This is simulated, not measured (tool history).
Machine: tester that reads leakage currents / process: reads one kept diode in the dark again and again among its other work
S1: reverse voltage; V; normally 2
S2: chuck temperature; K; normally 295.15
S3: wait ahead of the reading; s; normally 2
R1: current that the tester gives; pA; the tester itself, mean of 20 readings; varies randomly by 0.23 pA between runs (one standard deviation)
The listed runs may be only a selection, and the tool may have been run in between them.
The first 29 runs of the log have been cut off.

Run 30, hour 818.3: usual settings but S1 1.85 V, S3 1.1 s. Result: R1 71.21 pA.
Run 31, hour 843: usual settings but S1 1.85 V, S3 2.62 s. Result: R1 71.04 pA.
Run 32, hour 862.8: usual settings but S3 2.68 s. Result: R1 73.53 pA.
Run 33, hour 889.7: usual settings but S3 2.68 s. Result: R1 73.22 pA.
Run 34, hour 906.6: usual settings but S1 1.92 V, S3 1.03 s. Result: R1 72.58 pA.
Run 35, hour 935.6: usual settings but S2 327.15 K. Result: R1 1083.49 pA.
Run 36, hour 955.3: usual settings but S1 1.77 V, S2 332.15 K, S3 1.61 s. Result: R1 1515.84 pA.
Run 37, hour 991.7: usual settings but S1 1.77 V, S2 332.15 K, S3 1.61 s. Result: R1 1517.53 pA.
Run 38, hour 1016: usual settings but S1 1.77 V, S2 332.15 K, S3 1.61 s. Result: R1 1521.84 pA.
Run 39, hour 1035.7: usual settings but S1 7.94 V. Result: R1 120.42 pA.

Here are 5 independent what-if runs from the current tool condition. What would each one return?
Run A, hour 1060.5: usual settings but S3 1.47 s. Result: R1 ?.
Run B, hour 1060.5: usual settings but S2 321.15 K. Result: R1 ?.
Run C, hour 1060.5: usual settings but S1 7.94 V, S3 1.49 s. Result: R1 ?.
Run D, hour 1060.5: usual settings but S1 1.59 V. Result: R1 ?.
Run E, hour 1060.5: usual settings but S2 310.15 K, S3 1.06 s. Result: R1 ?.

run      R1
  A   73.48
  B  679.44
  C  120.73
  D   67.38
  E   278.4
With the hidden condition removed and each run's random variation left untouched, the same runs would have given:
run      R1
  A   73.55
  B  680.27
  C  120.76
  D   67.45
  E  278.74
